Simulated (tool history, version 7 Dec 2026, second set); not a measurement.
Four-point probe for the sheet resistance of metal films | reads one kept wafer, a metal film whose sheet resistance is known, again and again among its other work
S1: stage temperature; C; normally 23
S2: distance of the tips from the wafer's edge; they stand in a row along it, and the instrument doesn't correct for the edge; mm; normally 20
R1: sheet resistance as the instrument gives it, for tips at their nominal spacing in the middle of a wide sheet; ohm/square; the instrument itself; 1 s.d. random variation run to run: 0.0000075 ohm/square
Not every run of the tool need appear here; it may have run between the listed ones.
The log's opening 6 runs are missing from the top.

Run 7, day 21.654: usual settings but S2 4 mm. Result: R1 0.037989 ohm/square.
Run 8, day 24.283: usual settings but S2 4 mm. Result: R1 0.037988 ohm/square.
Run 9, day 27.004: usual settings but S2 4 mm. Result: R1 0.037988 ohm/square.
At day 27.496: stage's thermometer calibrated.
Run 10, day 31.433: usual settings but S2 4 mm. Result: R1 0.037957 ohm/square.
Run 11, day 35.108: usual settings but S2 4 mm. Result: R1 0.037929 ohm/square.
Run 12, day 39.171: usual settings. Result: R1 0.037445 ohm/square.
Run 13, day 41.408: usual settings. Result: R1 0.037450 ohm/square.
At day 42.896: stage's thermometer calibrated, once more.
Run 14, day 46.562: usual settings. Result: R1 0.037442 ohm/square.
Run 15, day 51.300: usual settings. Result: R1 0.037430 ohm/square.
Run 16, day 53.675: usual settings but S1 31 C, S2 5 mm. Result: R1 0.037929 ohm/square.
Run 17, day 57.638: usual settings but S1 31 C, S2 5 mm. Result: R1 0.037911 ohm/square.
Run 18, day 60.171: usual settings but S1 22 C, S2 27 mm. Result: R1 0.037365 ohm/square.
Run 19, day 64.775: usual settings but S2 10 mm. Result: R1 0.037445 ohm/square.
Run 20, day 67.358: usual settings but S2 10 mm. Result: R1 0.037438 ohm/square.
Run 21, day 70.792: usual settings but S1 26 C, S2 9 mm. Result: R1 0.037537 ohm/square.
Run 22, day 74.433: usual settings but S1 26 C, S2 29 mm. Result: R1 0.037420 ohm/square.
Run 23, day 77.850: usual settings but S1 19 C, S2 14 mm. Result: R1 0.037289 ohm/square.
Run 24, day 81.892: usual settings but S1 18 C, S2 53 mm. Result: R1 0.037205 ohm/square.
Run 25, day 86.558: usual settings but S2 37 mm. Result: R1 0.037303 ohm/square.
Run 26, day 89.554: usual settings but S1 29 C, S2 51 mm. Result: R1 0.037446 ohm/square.
Run 27, day 93.262: usual settings but S1 29 C, S2 51 mm. Result: R1 0.037443 ohm/square.
Run 28, day 96.975: usual settings but S1 29 C, S2 51 mm. Result: R1 0.037427 ohm/square.
Run 29, day 99.729: usual settings but S1 21 C, S2 15 mm. Result: R1 0.037279 ohm/square.
Run 30, day 103.492: usual settings but S1 22 C, S2 15 mm. Result: R1 0.037262 ohm/square.

Consider 4 possible next runs. They are alternatives, not a sequence: every one starts from the tool as it was left by run 30. What does each give?
Run A, day 106.029: usual settings but S1 31 C, S2 26 mm. Result: R1 ?.
Run B, day 106.029: usual settings but S1 28 C, S2 13 mm. Result: R1 ?.
Run C, day 106.029: usual settings. Result: R1 ?.
Run D, day 106.029: usual settings but S1 31 C, S2 6 mm. Result: R1 ?.

run        R1
  A  0.037453
  B  0.037413
  C  0.037293
  D  0.037664
Had the tool no hidden state, the same runs would have come out as:
run        R1
  A  0.037802
  B  0.037761
  C  0.037641
  D  0.038015
